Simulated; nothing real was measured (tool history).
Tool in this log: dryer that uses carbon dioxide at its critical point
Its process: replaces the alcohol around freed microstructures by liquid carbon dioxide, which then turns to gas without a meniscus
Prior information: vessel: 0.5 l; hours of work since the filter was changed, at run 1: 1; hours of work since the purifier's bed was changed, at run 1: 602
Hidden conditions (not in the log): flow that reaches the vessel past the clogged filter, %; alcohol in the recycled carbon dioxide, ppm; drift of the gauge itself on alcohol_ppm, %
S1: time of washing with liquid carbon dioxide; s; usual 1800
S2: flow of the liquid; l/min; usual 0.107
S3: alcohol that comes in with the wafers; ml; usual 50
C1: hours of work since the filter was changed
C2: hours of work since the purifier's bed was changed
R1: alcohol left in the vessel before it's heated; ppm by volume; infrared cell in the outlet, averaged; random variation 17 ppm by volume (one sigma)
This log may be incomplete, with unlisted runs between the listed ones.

{"run": 1, "hour": 0.0, "S1": 1800, "S2": 0.107, "S3": 50, "C1": 1, "C2": 602, "R1": 1131}
{"run": 2, "hour": 48.6, "S1": 1800, "S2": 0.107, "S3": 98, "C1": 37, "C2": 638, "R1": 2262}
{"run": 3, "hour": 92.4, "S1": 1800, "S2": 0.107, "S3": 98, "C1": 70, "C2": 671, "R1": 2369}
{"run": 4, "hour": 136.6, "S1": 1800, "S2": 0.107, "S3": 98, "C1": 104, "C2": 705, "R1": 2472}
{"run": 5, "hour": 179.2, "S1": 1860, "S2": 0.107, "S3": 98, "C1": 136, "C2": 737, "R1": 2229}
{"run": 6, "hour": 226.0, "S1": 1860, "S2": 0.107, "S3": 98, "C1": 171, "C2": 772, "R1": 2324}
{"run": 7, "hour": 273.4, "S1": 1860, "S2": 0.107, "S3": 98, "C1": 207, "C2": 808, "R1": 2506}
{"run": 8, "hour": 315.4, "S1": 1860, "S2": 0.107, "S3": 98, "C1": 239, "C2": 840, "R1": 2614}
{"run": 9, "hour": 340.3, "S1": 1860, "S2": 0.107, "S3": 98, "C1": 257, "C2": 858, "R1": 2638}
{"run": 10, "hour": 375.0, "S1": 1800, "S2": 0.107, "S3": 45, "C1": 283, "C2": 884, "R1": 1445}
{"run": 11, "hour": 395.8, "S1": 2040, "S2": 0.107, "S3": 50, "C1": 299, "C2": 900, "R1": 969}
{"run": 12, "hour": 435.0, "S1": 2040, "S2": 0.107, "S3": 50, "C1": 329, "C2": 930, "R1": 1058}
{"run": 13, "hour": 460.3, "S1": 2040, "S2": 0.107, "S3": 50, "C1": 348, "C2": 949, "R1": 1071}
{"run": 14, "hour": 506.3, "S1": 1800, "S2": 0.107, "S3": 21, "C1": 382, "C2": 983, "R1": 812}
{"hour": 523.0, "done": "inlet filter changed"}
{"run": 15, "hour": 532.0, "S1": 1800, "S2": 0.107, "S3": 21, "C1": 7, "C2": 1002, "R1": 501}
{"run": 16, "hour": 578.2, "S1": 1800, "S2": 0.105, "S3": 50, "C1": 42, "C2": 1037, "R1": 1257}
{"run": 17, "hour": 599.2, "S1": 1800, "S2": 0.105, "S3": 50, "C1": 57, "C2": 1053, "R1": 1314}
{"hour": 605.1, "done": "purifier's bed changed"}
{"run": 18, "hour": 625.6, "S1": 1800, "S2": 0.105, "S3": 27, "C1": 75, "C2": 15, "R1": 693}
{"run": 19, "hour": 648.1, "S1": 1800, "S2": 0.105, "S3": 27, "C1": 92, "C2": 32, "R1": 731}
{"run": 20, "hour": 688.6, "S1": 1800, "S2": 0.105, "S3": 27, "C1": 122, "C2": 63, "R1": 757}
{"run": 21, "hour": 730.8, "S1": 1800, "S2": 0.105, "S3": 27, "C1": 154, "C2": 95, "R1": 771}
{"run": 22, "hour": 751.9, "S1": 1800, "S2": 0.105, "S3": 27, "C1": 170, "C2": 111, "R1": 783}
{"run": 23, "hour": 801.3, "S1": 1800, "S2": 0.07, "S3": 38, "C1": 207, "C2": 148, "R1": 4552}
{"run": 24, "hour": 825.1, "S1": 1800, "S2": 0.07, "S3": 38, "C1": 225, "C2": 166, "R1": 4512}
{"run": 25, "hour": 858.9, "S1": 1800, "S2": 0.07, "S3": 38, "C1": 251, "C2": 191, "R1": 4611}
{"run": 26, "hour": 885.3, "S1": 1800, "S2": 0.07, "S3": 38, "C1": 271, "C2": 211, "R1": 4755}
{"run": 27, "hour": 932.5, "S1": 1440, "S2": 0.107, "S3": 59, "C1": 306, "C2": 247, "R1": 4490}
{"run": 28, "hour": 974.7, "S1": 1440, "S2": 0.107, "S3": 59, "C1": 338, "C2": 279, "R1": 4497}
{"run": 29, "hour": 1019.8, "S1": 1260, "S2": 0.107, "S3": 102, "C1": 372, "C2": 313, "R1": 12192}
{"hour": 1049.7, "done": "inlet filter changed"}
{"run": 30, "hour": 1057.8, "S1": 1260, "S2": 0.107, "S3": 102, "C1": 6, "C2": 340, "R1": 8781}
{"run": 31, "hour": 1091.1, "S1": 1200, "S2": 0.095, "S3": 34, "C1": 31, "C2": 366, "R1": 4600}
{"run": 32, "hour": 1124.4, "S1": 1200, "S2": 0.099, "S3": 30, "C1": 56, "C2": 391, "R1": 3869}
{"run": 33, "hour": 1160.8, "S1": 1560, "S2": 0.098, "S3": 20, "C1": 84, "C2": 418, "R1": 1240}
{"run": 34, "hour": 1205.4, "S1": 1560, "S2": 0.098, "S3": 20, "C1": 117, "C2": 452, "R1": 1254}
{"run": 35, "hour": 1244.7, "S1": 1560, "S2": 0.098, "S3": 20, "C1": 147, "C2": 481, "R1": 1292}
{"run": 36, "hour": 1268.3, "S1": 1560, "S2": 0.098, "S3": 20, "C1": 165, "C2": 499, "R1": 1328}
{"run": 37, "hour": 1288.3, "S1": 1560, "S2": 0.098, "S3": 20, "C1": 180, "C2": 514, "R1": 1342}
{"run": 38, "hour": 1317.0, "S1": 1560, "S2": 0.098, "S3": 20, "C1": 201, "C2": 536, "R1": 1384}
{"run": 39, "hour": 1338.4, "S1": 1140, "S2": 0.119, "S3": 35, "C1": 218, "C2": 552, "R1": 3719}
{"run": 40, "hour": 1381.7, "S1": 2220, "S2": 0.095, "S3": 62, "C1": 250, "C2": 584, "R1": 1306}

For each entry between runs, how does the tool's hidden state at the last listed run before it compare with that at the first listed run after it?
From run 14 to run 15: inlet filter changed (hour 523)
  flow that reaches the vessel past the clogged filter, %: 87.5 -> 99.4; alcohol in the recycled carbon dioxide, ppm: 50.5 -> 51.2
  difference, measured minus the result without the unlogged condition, R1: +379 -> +56 ppm by volume
From run 17 to run 18: purifier's bed changed (hour 605.1)
  flow that reaches the vessel past the clogged filter, %: 97.9 -> 97.4; alcohol in the recycled carbon dioxide, ppm: 53.3 -> 6.7
  difference, measured minus the result without the unlogged condition, R1: +159 -> +76 ppm by volume
From run 29 to run 30: inlet filter changed (hour 1049.7)
  flow that reaches the vessel past the clogged filter, %: 88.1 -> 99.1; alcohol in the recycled carbon dioxide, ppm: 19.9 -> 21.2
  difference, measured minus the result without the unlogged condition, R1: +3860 -> +274 ppm by volume
